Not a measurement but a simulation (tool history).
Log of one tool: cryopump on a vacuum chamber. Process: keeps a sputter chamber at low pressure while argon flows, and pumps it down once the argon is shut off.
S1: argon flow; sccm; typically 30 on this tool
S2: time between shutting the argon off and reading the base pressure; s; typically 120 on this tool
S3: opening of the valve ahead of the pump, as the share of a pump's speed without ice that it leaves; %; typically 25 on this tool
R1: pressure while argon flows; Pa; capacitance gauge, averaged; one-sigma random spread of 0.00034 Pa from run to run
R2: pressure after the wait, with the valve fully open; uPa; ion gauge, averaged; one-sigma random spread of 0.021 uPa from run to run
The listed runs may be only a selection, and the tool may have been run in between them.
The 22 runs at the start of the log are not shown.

run   hour  S1   S2  S3      R1    R2
 23  601.2  16  120  22  0.0515  1.27
 24  631.8  16  120  22  0.0509  1.29
 25  665.2  32  271  25  0.0907  1.16
 26    701  30   32  28  0.0768  2.22
 27  731.3  26   61  56   0.035  1.67
     756.6  -- pump warmed up, emptied and cooled again
 28  772.7  25   61  56  0.0305  1.57
 29  795.1  25   61  56  0.0308  1.54
 30  833.1  43   61  47  0.0634  1.59
 31  865.2  17  194  32  0.0364   1.2
 32  900.1  17  194  32  0.0369  1.28
 33  923.2  15   44  34  0.0313  1.91
 34  948.6  15   44  34  0.0307  1.95

Branching from run 34: 4 alternative next runs. What would each branch give?
  A  986.7  15  281  33   ?   ?
  B  986.7  15  213  22   ?   ?
  C  986.7  15   26  27   ?   ?
  D  986.7  31  120  25   ?   ?

run      R1    R2
  A  0.0321  1.27
  B  0.0473  1.34
  C  0.0391  2.55
  D   0.086  1.47
With the hidden condition removed and each run's random variation left untouched, the same runs would have given:
run      R1    R2
  A  0.0313  0.23
  B  0.0465   0.3
  C  0.0384  1.49
  D  0.0844  0.43
